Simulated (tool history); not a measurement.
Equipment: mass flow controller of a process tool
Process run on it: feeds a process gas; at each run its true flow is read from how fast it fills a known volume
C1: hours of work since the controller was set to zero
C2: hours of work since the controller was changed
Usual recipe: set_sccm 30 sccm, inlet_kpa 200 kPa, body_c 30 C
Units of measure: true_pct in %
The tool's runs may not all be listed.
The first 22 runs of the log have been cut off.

run 23 hour=2328.5 | set_sccm=30 inlet_kpa=191 body_c=30 | C1=273 C2=4381 | true_pct=97.69
run 24 hour=2466.7 | set_sccm=59 inlet_kpa=200 body_c=30 | C1=356 C2=4465 | true_pct=97.81
run 25 hour=2559.3 | set_sccm=30 inlet_kpa=162 body_c=35 | C1=412 C2=4520 | true_pct=97.17
run 26 hour=2634.8 | set_sccm=54 inlet_kpa=258 body_c=35 | C1=457 C2=4566 | true_pct=97.65
run 27 hour=2702.7 | set_sccm=30 inlet_kpa=257 body_c=27 | C1=498 C2=4607 | true_pct=97.96
run 28 hour=2826.6 | set_sccm=20 inlet_kpa=195 body_c=30 | C1=573 C2=4681 | true_pct=97.63
run 29 hour=2922.0 | set_sccm=20 inlet_kpa=195 body_c=30 | C1=630 C2=4739 | true_pct=97.35
run 30 hour=3043.2 | set_sccm=36 inlet_kpa=214 body_c=30 | C1=703 C2=4812 | true_pct=97.58
run 31 hour=3118.9 | set_sccm=36 inlet_kpa=214 body_c=30 | C1=749 C2=4857 | true_pct=97.55
run 32 hour=3184.6 | set_sccm=30 inlet_kpa=200 body_c=22 | C1=788 C2=4897 | true_pct=98.10

What will run 33 give?
run 33 hour=3319.4 | set_sccm=30 inlet_kpa=200 body_c=23 | C1=870 C2=4978 | true_pct=?

true_pct: 97.95 %
With no hidden state in the tool, this same run would have given true_pct 99.89 %.

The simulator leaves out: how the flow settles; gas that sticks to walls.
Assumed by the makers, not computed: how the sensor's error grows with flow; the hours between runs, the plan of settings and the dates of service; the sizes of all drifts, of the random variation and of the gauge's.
